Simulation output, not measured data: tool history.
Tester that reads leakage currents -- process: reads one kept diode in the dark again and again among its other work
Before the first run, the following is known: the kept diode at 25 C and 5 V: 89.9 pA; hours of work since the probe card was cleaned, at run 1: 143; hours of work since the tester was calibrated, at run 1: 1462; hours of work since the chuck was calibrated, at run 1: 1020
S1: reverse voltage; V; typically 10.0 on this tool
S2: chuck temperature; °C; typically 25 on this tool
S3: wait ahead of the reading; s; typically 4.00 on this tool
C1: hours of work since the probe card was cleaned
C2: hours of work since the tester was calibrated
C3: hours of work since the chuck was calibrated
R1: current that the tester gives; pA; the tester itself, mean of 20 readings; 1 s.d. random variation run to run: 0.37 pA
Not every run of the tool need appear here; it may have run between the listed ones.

| run | hour | S1 | S2 | S3 | C1 | C2 | C3 | R1 |
|---|---|---|---|---|---|---|---|---|
| 1 | 0.0 | 10.0 | 25 | 4.00 | 143 | 1462 | 1020 | 121.71 |
| 2 | 54.3 | 10.0 | 25 | 4.00 | 177 | 1496 | 1053 | 121.21 |
| 3 | 120.3 | 2.6 | 25 | 4.00 | 217 | 1537 | 1094 | 68.06 |
| 4 | 202.1 | 1.7 | 25 | 4.00 | 268 | 1587 | 1145 | 56.95 |
| 5 | 278.5 | 1.7 | 25 | 4.00 | 315 | 1634 | 1192 | 57.00 |
| 6 | 325.7 | 1.9 | 25 | 4.00 | 344 | 1663 | 1221 | 59.23 |
| 7 | 369.7 | 1.9 | 25 | 4.00 | 371 | 1691 | 1248 | 59.74 |
| 8 | 435.2 | 1.9 | 25 | 4.00 | 412 | 1731 | 1288 | 59.45 |
| 9 | 468.6 | 1.9 | 45 | 4.00 | 432 | 1752 | 1309 | 315.15 |
| 10 | 505.5 | 13.2 | 52 | 0.76 | 455 | 1774 | 1332 | 1245.95 |
| 11 | 547.8 | 2.2 | 28 | 4.00 | 481 | 1800 | 1358 | 82.59 |
| 12 | 616.9 | 2.2 | 28 | 4.00 | 524 | 1843 | 1401 | 82.63 |
| 13 | 653.1 | 3.9 | 50 | 1.59 | 546 | 1865 | 1423 | 631.80 |
| 14 | 697.1 | 3.9 | 24 | 1.59 | 573 | 1893 | 1450 | 74.35 |
| 15 | 737.5 | 3.5 | 40 | 1.77 | 598 | 1917 | 1475 | 276.41 |
| 16 | 818.4 | 10.0 | 25 | 5.33 | 648 | 1967 | 1525 | 122.56 |
| 17 | 894.6 | 10.0 | 51 | 0.36 | 695 | 2014 | 1572 | 1024.30 |

Branching from run 17: 3 alternative next runs. What would each branch give?
| A | 943.8 | 10.0 | 51 | 9.65 | 725 | 2045 | 1602 | ? |
| B | 943.8 | 10.0 | 50 | 0.37 | 725 | 2045 | 1602 | ? |
| C | 943.8 | 8.0 | 33 | 1.78 | 725 | 2045 | 1602 | ? |

| run | R1 |
|---|---|
| A | 1023.91 |
| B | 952.59 |
| C | 221.53 |
What these runs would have given with no unlogged condition in the tool:
| run | R1 |
|---|---|
| A | 1023.10 |
| B | 951.84 |
| C | 221.32 |
